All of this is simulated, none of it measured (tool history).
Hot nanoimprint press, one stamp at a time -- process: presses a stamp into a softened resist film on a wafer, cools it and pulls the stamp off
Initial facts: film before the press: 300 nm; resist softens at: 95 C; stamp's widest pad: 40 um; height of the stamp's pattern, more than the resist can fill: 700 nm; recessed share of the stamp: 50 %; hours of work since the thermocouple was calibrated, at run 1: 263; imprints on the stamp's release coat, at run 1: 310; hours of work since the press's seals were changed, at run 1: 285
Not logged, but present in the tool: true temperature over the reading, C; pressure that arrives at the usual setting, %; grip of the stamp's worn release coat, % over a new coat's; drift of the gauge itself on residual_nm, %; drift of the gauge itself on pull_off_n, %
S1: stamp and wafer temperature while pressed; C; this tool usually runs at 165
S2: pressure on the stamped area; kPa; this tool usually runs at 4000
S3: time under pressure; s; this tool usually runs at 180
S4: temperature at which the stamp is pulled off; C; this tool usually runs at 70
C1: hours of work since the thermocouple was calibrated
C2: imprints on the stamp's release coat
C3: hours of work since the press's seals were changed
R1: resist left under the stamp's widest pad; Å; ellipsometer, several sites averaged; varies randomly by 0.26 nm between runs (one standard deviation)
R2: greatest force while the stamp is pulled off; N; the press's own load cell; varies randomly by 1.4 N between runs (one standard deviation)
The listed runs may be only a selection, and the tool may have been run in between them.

run   hour   S1    S2   S3  S4   C1   C2   C3    R1   R2
  1      0  165  4000  180  70  263  310  285  1222  221
  2    4.8  165  4000  180  70  267  324  289  1221  224
  3   12.6  165  4000  180  70  273  345  295  1221  225
  4   16.7  165  4000  180  70  277  357  298  1226  224
  5   24.2  165  4000  180  70  283  377  304  1220  221
  6     28  165  4000  180  72  286  388  307  1230  216
  7     34  165  4000  180  72  290  404  312  1233  213
  8   40.6  165  4000  106  72  296  422  317  1520  213
  9     48  165  4000  106  72  302  443  323  1516  212
 10   53.5  165  4000  106  60  306  458  328  1520  273
 11     58  165  4000  106  60  309  470  331  1519  270
 12   66.6  165  3120  180  70  316  494  338  1374  222
 13     72  165  3120  180  70  321  509  342  1369  221
 14   76.1  165  3120  180  70  324  520  346  1376  225
 15   85.1  165  3120  180  70  331  545  353  1374  223
 16   92.3  165  3120  180  70  337  565  359  1377  223
 17   96.6  176  4000  180  73  340  577  362   812  206
 18  105.3  165  4000  324  70  347  601  369   971  223
     107.8  -- gauge calibrated
 19  111.5  174  4700  142  59  352  618  374   886  274
 20  116.3  165  2570  269  61  356  631  378  1251  267
 21  120.7  165  2480  180  70  359  643  381  1489  226

Estimate the outcome of run 22 from the log above:
 22  126.5  155  2480  180  70  364  659  386   ?   ?

For run 22 the tool returned R1 2086 Å, R2 222 N.
On a tool with no hidden condition, and with the same random variation, this run would have come out at R1 2077 Å, R2 222 N.

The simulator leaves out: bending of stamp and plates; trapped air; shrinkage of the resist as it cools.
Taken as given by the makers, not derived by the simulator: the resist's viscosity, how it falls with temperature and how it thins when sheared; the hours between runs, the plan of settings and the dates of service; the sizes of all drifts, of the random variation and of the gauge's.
